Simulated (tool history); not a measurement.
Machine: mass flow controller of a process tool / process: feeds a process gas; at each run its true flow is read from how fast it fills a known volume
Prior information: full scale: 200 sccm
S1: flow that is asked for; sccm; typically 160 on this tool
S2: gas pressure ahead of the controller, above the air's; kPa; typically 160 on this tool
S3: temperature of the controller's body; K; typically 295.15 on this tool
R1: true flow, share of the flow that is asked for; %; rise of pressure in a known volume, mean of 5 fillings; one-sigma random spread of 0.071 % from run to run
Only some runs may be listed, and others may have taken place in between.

| run | hour | S1 | S2 | S3 | R1 |
|---|---|---|---|---|---|
| 1 | 0.0 | 160 | 160 | 295.15 | 99.55 |
| 2 | 137.7 | 170 | 160 | 295.15 | 99.72 |
| 3 | 226.4 | 160 | 160 | 308.15 | 98.73 |
| 4 | 313.0 | 160 | 160 | 297.15 | 99.61 |
| 5 | 495.1 | 160 | 160 | 297.15 | 99.65 |
| 6 | 654.0 | 160 | 160 | 297.15 | 99.78 |
| 7 | 741.5 | 160 | 160 | 297.15 | 99.78 |
| 8 | 840.0 | 160 | 160 | 298.15 | 99.70 |
| 9 | 992.2 | 160 | 160 | 298.15 | 99.77 |
| 10 | 1154.7 | 160 | 160 | 298.15 | 99.77 |
| 11 | 1314.8 | 160 | 203 | 299.15 | 99.90 |
| 12 | 1448.1 | 160 | 203 | 299.15 | 99.88 |
| 13 | 1621.6 | 160 | 203 | 299.15 | 100.02 |
| 14 | 1779.7 | 160 | 203 | 299.15 | 99.97 |
| 15 | 1898.0 | 160 | 175 | 306.15 | 99.64 |
| 16 | 2015.0 | 160 | 175 | 306.15 | 99.75 |
|  | 2083.0 | gauge calibrated |
| 17 | 2124.5 | 160 | 175 | 306.15 | 98.76 |
| 18 | 2257.2 | 160 | 230 | 306.15 | 99.02 |
| 19 | 2439.6 | 160 | 154 | 307.15 | 98.82 |
| 20 | 2627.2 | 160 | 154 | 307.15 | 98.90 |

Forecast each of these 4 alternatives for the next run:
| A | 2718.2 | 160 | 243 | 295.15 | ? |
| B | 2718.2 | 122 | 269 | 303.15 | ? |
| C | 2718.2 | 67 | 188 | 296.15 | ? |
| D | 2718.2 | 52 | 220 | 295.15 | ? |

| run | R1 |
|---|---|
| A | 99.95 |
| B | 98.80 |
| C | 98.46 |
| D | 98.22 |
With the hidden condition removed and each run's random variation left untouched, the same runs would have given:
| run | R1 |
|---|---|
| A | 99.68 |
| B | 98.53 |
| C | 98.19 |
| D | 97.95 |
